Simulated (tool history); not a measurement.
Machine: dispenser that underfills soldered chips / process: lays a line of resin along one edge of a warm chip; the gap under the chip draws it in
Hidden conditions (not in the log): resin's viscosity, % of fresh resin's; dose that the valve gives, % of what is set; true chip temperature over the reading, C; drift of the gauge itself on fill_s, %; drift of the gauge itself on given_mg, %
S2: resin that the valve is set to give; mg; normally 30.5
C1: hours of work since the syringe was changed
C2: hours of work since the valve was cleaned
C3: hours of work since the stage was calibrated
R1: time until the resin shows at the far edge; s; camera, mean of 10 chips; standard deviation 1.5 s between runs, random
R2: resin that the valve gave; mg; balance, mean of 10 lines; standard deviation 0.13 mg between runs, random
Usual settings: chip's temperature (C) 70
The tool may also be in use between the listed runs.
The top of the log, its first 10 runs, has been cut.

{"run": 11, "hour": 42.2, "chip's temperature (C)": 70, "S2": 28.7, "C1": 8, "C2": 28, "C3": 140, "R1": 192.9, "R2": 28.17}
{"hour": 43.4, "done": "new syringe of resin"}
{"run": 12, "hour": 47.2, "chip's temperature (C)": 79, "S2": 28.7, "C1": 3, "C2": 32, "C3": 143, "R1": 104.6, "R2": 27.91}
{"run": 13, "hour": 51.9, "chip's temperature (C)": 79, "S2": 28.7, "C1": 6, "C2": 35, "C3": 147, "R1": 114.3, "R2": 27.95}
{"hour": 55.7, "done": "new syringe of resin"}
{"run": 14, "hour": 56.9, "chip's temperature (C)": 79, "S2": 28.7, "C1": 1, "C2": 39, "C3": 150, "R1": 96.4, "R2": 27.76}
{"run": 15, "hour": 59.7, "chip's temperature (C)": 79, "S2": 28.7, "C1": 3, "C2": 41, "C3": 152, "R1": 103.3, "R2": 27.71}
{"run": 16, "hour": 64.0, "chip's temperature (C)": 79, "S2": 28.7, "C1": 6, "C2": 44, "C3": 155, "R1": 113.5, "R2": 27.8}
{"hour": 68.2, "done": "new syringe of resin"}
{"run": 17, "hour": 68.2, "chip's temperature (C)": 79, "S2": 28.7, "C1": 0, "C2": 47, "C3": 158, "R1": 94.5, "R2": 27.6}
{"run": 18, "hour": 72.3, "chip's temperature (C)": 79, "S2": 28.7, "C1": 3, "C2": 50, "C3": 161, "R1": 105.6, "R2": 27.43}
{"run": 19, "hour": 74.4, "chip's temperature (C)": 79, "S2": 28.7, "C1": 5, "C2": 51, "C3": 163, "R1": 110.2, "R2": 27.49}
{"run": 20, "hour": 76.5, "chip's temperature (C)": 61, "S2": 30.5, "C1": 6, "C2": 53, "C3": 165, "R1": 298.8, "R2": 29.02}
{"run": 21, "hour": 78.6, "chip's temperature (C)": 61, "S2": 30.5, "C1": 8, "C2": 55, "C3": 166, "R1": 315.8, "R2": 28.91}
{"hour": 80.5, "done": "new syringe of resin"}
{"run": 22, "hour": 82.5, "chip's temperature (C)": 55, "S2": 29.4, "C1": 1, "C2": 57, "C3": 169, "R1": 363.5, "R2": 28.16}
{"run": 23, "hour": 84.5, "chip's temperature (C)": 55, "S2": 29.4, "C1": 3, "C2": 59, "C3": 170, "R1": 379.7, "R2": 28.04}
{"run": 24, "hour": 89.0, "chip's temperature (C)": 55, "S2": 35.0, "C1": 6, "C2": 62, "C3": 174, "R1": 415.0, "R2": 33.15}
{"run": 25, "hour": 90.9, "chip's temperature (C)": 55, "S2": 35.0, "C1": 8, "C2": 64, "C3": 175, "R1": 425.7, "R2": 33.04}
{"hour": 92.9, "done": "new syringe of resin"}
{"run": 26, "hour": 95.5, "chip's temperature (C)": 55, "S2": 35.0, "C1": 2, "C2": 67, "C3": 178, "R1": 363.2, "R2": 33.11}
{"run": 27, "hour": 98.6, "chip's temperature (C)": 60, "S2": 28.6, "C1": 4, "C2": 69, "C3": 181, "R1": 299.2, "R2": 27.02}
{"run": 28, "hour": 100.8, "chip's temperature (C)": 60, "S2": 28.6, "C1": 6, "C2": 71, "C3": 182, "R1": 323.1, "R2": 27.01}
{"hour": 105.4, "done": "new syringe of resin"}
{"run": 29, "hour": 105.5, "chip's temperature (C)": 60, "S2": 28.6, "C1": 0, "C2": 74, "C3": 185, "R1": 263.6, "R2": 26.92}
{"run": 30, "hour": 109.2, "chip's temperature (C)": 60, "S2": 31.2, "C1": 3, "C2": 77, "C3": 188, "R1": 281.1, "R2": 29.21}
{"run": 31, "hour": 113.6, "chip's temperature (C)": 60, "S2": 31.2, "C1": 6, "C2": 80, "C3": 192, "R1": 305.8, "R2": 28.93}
{"hour": 117.9, "done": "new syringe of resin"}
{"run": 32, "hour": 118.1, "chip's temperature (C)": 75, "S2": 35.5, "C1": 0, "C2": 83, "C3": 195, "R1": 112.6, "R2": 33.0}
{"run": 33, "hour": 120.3, "chip's temperature (C)": 75, "S2": 35.5, "C1": 2, "C2": 85, "C3": 196, "R1": 119.3, "R2": 33.15}
{"run": 34, "hour": 123.8, "chip's temperature (C)": 75, "S2": 35.5, "C1": 4, "C2": 87, "C3": 199, "R1": 128.4, "R2": 32.77}
{"run": 35, "hour": 127.8, "chip's temperature (C)": 66, "S2": 28.1, "C1": 7, "C2": 90, "C3": 202, "R1": 234.9, "R2": 26.0}

What if the next run were any one of these 3? Each begins from the tool's condition after run 35:
{"hour": 130.1, "done": "new syringe of resin"}
{"run": "A", "hour": 132.0, "chip's temperature (C)": 83, "S2": 39.3, "C1": 1, "C2": 93, "C3": 205, "R1": "?", "R2": "?"}
{"hour": 130.1, "done": "new syringe of resin"}
{"run": "B", "hour": 132.0, "chip's temperature (C)": 70, "S2": 34.1, "C1": 1, "C2": 93, "C3": 205, "R1": "?", "R2": "?"}
{"hour": 130.1, "done": "new syringe of resin"}
{"run": "C", "hour": 132.0, "chip's temperature (C)": 62, "S2": 34.0, "C1": 1, "C2": 93, "C3": 205, "R1": "?", "R2": "?"}

run=A R1=75.9 R2=36.25
run=B R1=152.5 R2=31.31
run=C R1=237.9 R2=31.15
Without the tool's hidden state the same runs would have given:
run=A R1=74.3 R2=39.42
run=B R1=148.9 R2=34.05
run=C R1=232.5 R2=33.87
